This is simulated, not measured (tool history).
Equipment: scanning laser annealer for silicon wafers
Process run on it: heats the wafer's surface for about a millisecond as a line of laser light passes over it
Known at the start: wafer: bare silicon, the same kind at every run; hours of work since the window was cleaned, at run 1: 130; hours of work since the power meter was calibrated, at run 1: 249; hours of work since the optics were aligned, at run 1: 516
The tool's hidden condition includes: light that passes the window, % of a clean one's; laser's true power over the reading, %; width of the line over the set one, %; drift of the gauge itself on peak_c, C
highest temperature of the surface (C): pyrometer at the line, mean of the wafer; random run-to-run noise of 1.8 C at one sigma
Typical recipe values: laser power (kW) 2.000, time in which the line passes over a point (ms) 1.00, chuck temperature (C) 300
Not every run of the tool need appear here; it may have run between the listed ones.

run	hour	laser power (kW)	time in which the line passes over a point (ms)	chuck temperature (C)	hours of work since the window was cleaned	hours of work since the power meter was calibrated	hours of work since the optics were aligned	highest temperature of the surface (C)
1	0.0	2.000	1.00	300	130	249	516	1063
2	32.5	2.000	1.00	300	154	272	539	1065
3	50.3	2.000	0.80	300	167	285	552	991
4	66.2	2.000	0.80	300	178	296	564	990
5	95.3	2.000	1.00	300	199	317	585	1060
6	111.0	2.000	1.00	300	210	328	596	1062
7	143.7	2.000	1.00	300	234	352	619	1059
8	162.3	2.000	1.00	300	247	365	633	1059
9	185.0	2.000	0.99	300	263	382	649	1057
10	208.1	2.000	0.99	300	280	398	666	1054
# hour 215.7: optics aligned, line set to its width
11	243.5	2.000	1.00	300	302	420	20	1051
12	260.8	2.000	1.00	300	314	433	32	1050
13	276.0	2.000	1.00	300	325	444	43	1050
14	304.5	2.000	1.00	300	346	464	64	1048
15	327.4	1.979	1.00	300	362	481	80	1043
16	345.9	2.000	1.00	300	376	494	94	1048
17	366.2	2.000	1.00	300	390	509	108	1047
18	382.5	1.897	0.86	326	402	520	120	991
# hour 397.6: optics aligned, line set to its width, once more
19	401.8	1.871	0.76	300	412	531	3	931
20	429.4	1.871	0.76	300	432	550	23	933
21	452.8	1.871	0.76	300	449	567	40	931
22	480.7	1.871	0.76	300	469	587	60	934
23	497.3	1.871	0.76	300	481	599	72	932
24	515.1	2.016	0.72	267	494	612	85	929
25	530.7	1.957	0.72	287	505	623	96	931
26	557.4	1.957	0.72	287	524	643	115	932
27	572.6	1.957	0.91	287	535	654	126	997
28	598.0	1.957	0.91	287	553	672	144	999
29	613.7	1.957	0.91	287	565	683	155	997
30	632.4	2.088	0.72	290	578	697	169	970
31	665.2	2.088	0.72	290	602	720	193	970

Alternative continuations, all from the tool just after run 31; predict every row:
A	686.0	1.788	0.72	290	617	735	208	?
B	686.0	1.856	0.88	307	617	735	208	?
C	686.0	2.018	0.75	333	617	735	208	?
D	686.0	2.020	0.72	288	617	735	208	?

run	highest temperature of the surface (C)
A	876
B	969
C	1005
D	947
Without the tool's unlogged condition, the same runs would have read:
run	highest temperature of the surface (C)
A	893
B	989
C	1025
D	966

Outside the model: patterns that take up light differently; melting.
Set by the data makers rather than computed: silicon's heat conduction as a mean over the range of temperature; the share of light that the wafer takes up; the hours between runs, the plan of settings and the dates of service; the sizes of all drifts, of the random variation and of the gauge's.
